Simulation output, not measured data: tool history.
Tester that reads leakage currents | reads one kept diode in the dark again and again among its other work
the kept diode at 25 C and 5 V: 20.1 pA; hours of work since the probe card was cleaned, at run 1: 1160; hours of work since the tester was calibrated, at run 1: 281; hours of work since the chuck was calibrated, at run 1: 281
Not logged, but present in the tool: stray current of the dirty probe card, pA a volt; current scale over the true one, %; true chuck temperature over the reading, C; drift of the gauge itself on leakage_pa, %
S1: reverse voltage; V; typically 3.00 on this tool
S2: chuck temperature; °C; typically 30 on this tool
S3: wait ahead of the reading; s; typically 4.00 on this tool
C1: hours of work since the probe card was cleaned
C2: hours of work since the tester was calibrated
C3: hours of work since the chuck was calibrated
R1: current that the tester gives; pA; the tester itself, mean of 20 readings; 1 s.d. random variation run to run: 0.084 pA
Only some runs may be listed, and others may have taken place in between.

run 1 hour=0.0 | S1=3.00 S2=30 S3=4.00 | C1=1160 C2=281 C3=281 | R1=25.23
run 2 hour=134.8 | S1=1.59 S2=30 S3=4.00 | C1=1221 C2=342 C3=342 | R1=17.32
run 3 hour=333.1 | S1=1.59 S2=30 S3=4.00 | C1=1310 C2=431 C3=431 | R1=17.74
run 4 hour=498.7 | S1=1.59 S2=30 S3=4.00 | C1=1385 C2=506 C3=506 | R1=17.90
run 5 hour=659.9 | S1=3.00 S2=25 S3=4.00 | C1=1457 C2=579 C3=579 | R1=18.82
run 6 hour=907.3 | S1=3.00 S2=25 S3=4.00 | C1=1569 C2=690 C3=690 | R1=19.19
run 7 hour=1059.5 | S1=3.00 S2=25 S3=4.00 | C1=1637 C2=759 C3=759 | R1=19.45
-- hour=1309.4 chuck's temperature calibrated
run 8 hour=1309.4 | S1=3.00 S2=30 S3=4.00 | C1=1749 C2=870 C3=0 | R1=26.02
run 9 hour=1567.3 | S1=3.00 S2=30 S3=4.00 | C1=1865 C2=986 C3=116 | R1=26.40
run 10 hour=1756.3 | S1=3.00 S2=30 S3=4.00 | C1=1950 C2=1071 C3=201 | R1=27.04
run 11 hour=1896.9 | S1=3.00 S2=31 S3=4.00 | C1=2014 C2=1135 C3=265 | R1=29.18
run 12 hour=2096.6 | S1=3.00 S2=31 S3=4.00 | C1=2104 C2=1225 C3=355 | R1=29.50
run 13 hour=2279.5 | S1=3.00 S2=31 S3=4.00 | C1=2186 C2=1307 C3=437 | R1=30.25
run 14 hour=2438.4 | S1=3.00 S2=25 S3=4.00 | C1=2258 C2=1379 C3=509 | R1=20.34
run 15 hour=2684.9 | S1=3.00 S2=30 S3=4.00 | C1=2369 C2=1490 C3=620 | R1=28.90
run 16 hour=2957.9 | S1=3.00 S2=52 S3=4.00 | C1=2492 C2=1613 C3=743 | R1=131.88
run 17 hour=3076.4 | S1=3.00 S2=52 S3=4.00 | C1=2545 C2=1666 C3=796 | R1=132.31
run 18 hour=3220.2 | S1=3.00 S2=52 S3=4.00 | C1=2610 C2=1731 C3=861 | R1=133.42
-- hour=3244.1 chuck's temperature calibrated
run 19 hour=3387.0 | S1=3.00 S2=52 S3=4.00 | C1=2684 C2=1805 C3=64 | R1=121.15
run 20 hour=3582.6 | S1=3.00 S2=52 S3=4.00 | C1=2772 C2=1893 C3=152 | R1=122.31
run 21 hour=3768.0 | S1=3.13 S2=44 S3=4.00 | C1=2856 C2=1977 C3=236 | R1=74.26
-- hour=3860.3 probe card cleaned and baked
run 22 hour=4026.4 | S1=3.13 S2=44 S3=4.00 | C1=75 C2=2092 C3=351 | R1=69.50
run 23 hour=4253.5 | S1=3.13 S2=44 S3=4.00 | C1=177 C2=2194 C3=453 | R1=70.61
run 24 hour=4447.1 | S1=16.63 S2=20 S3=4.00 | C1=264 C2=2281 C3=541 | R1=31.60
run 25 hour=4684.2 | S1=8.45 S2=20 S3=5.94 | C1=371 C2=2388 C3=647 | R1=21.48
run 26 hour=4852.4 | S1=8.45 S2=20 S3=5.94 | C1=447 C2=2464 C3=723 | R1=22.26
-- hour=4877.4 tester calibrated
run 27 hour=4976.9 | S1=1.96 S2=24 S3=3.60 | C1=502 C2=45 C3=778 | R1=12.47
run 28 hour=5148.4 | S1=8.04 S2=30 S3=1.34 | C1=579 C2=122 C3=856 | R1=47.49
-- hour=5197.6 chuck's temperature calibrated
run 29 hour=5416.7 | S1=3.00 S2=30 S3=3.13 | C1=699 C2=242 C3=99 | R1=23.89
run 30 hour=5645.2 | S1=1.11 S2=26 S3=0.58 | C1=802 C2=345 C3=202 | R1=9.90
-- hour=5757.6 tester calibrated, once more
run 31 hour=5765.8 | S1=1.71 S2=36 S3=0.87 | C1=856 C2=4 C3=255 | R1=28.22
run 32 hour=5923.6 | S1=8.89 S2=21 S3=0.87 | C1=927 C2=75 C3=326 | R1=27.82
run 33 hour=6066.6 | S1=13.05 S2=30 S3=6.22 | C1=991 C2=139 C3=391 | R1=65.43
run 34 hour=6231.7 | S1=13.05 S2=30 S3=6.22 | C1=1066 C2=214 C3=465 | R1=66.83
run 35 hour=6431.2 | S1=2.60 S2=32 S3=0.72 | C1=1155 C2=303 C3=555 | R1=28.74
run 36 hour=6632.8 | S1=11.34 S2=50 S3=4.11 | C1=1246 C2=394 C3=646 | R1=247.98
run 37 hour=6824.3 | S1=4.52 S2=23 S3=4.11 | C1=1332 C2=481 C3=732 | R1=22.23
run 38 hour=7040.6 | S1=4.52 S2=27 S3=6.68 | C1=1430 C2=578 C3=829 | R1=29.70
-- hour=7154.5 chuck's temperature calibrated
run 39 hour=7176.2 | S1=4.52 S2=27 S3=6.68 | C1=1490 C2=638 C3=10 | R1=27.32

3 ways to go on from here, each from the tool as it stands after run 39. What would each give?
run A hour=7418.1 | S1=1.75 S2=30 S3=0.72 | C1=1599 C2=747 C3=119 | R1=?
run B hour=7418.1 | S1=1.12 S2=35 S3=2.48 | C1=1599 C2=747 C3=119 | R1=?
run C hour=7418.1 | S1=1.73 S2=48 S3=0.34 | C1=1599 C2=747 C3=119 | R1=?

run=A R1=18.94
run=B R1=20.54
run=C R1=67.33
With the hidden condition removed and each run's random variation left untouched, the same runs would have given:
run=A R1=16.67
run=B R1=18.94
run=C R1=64.32
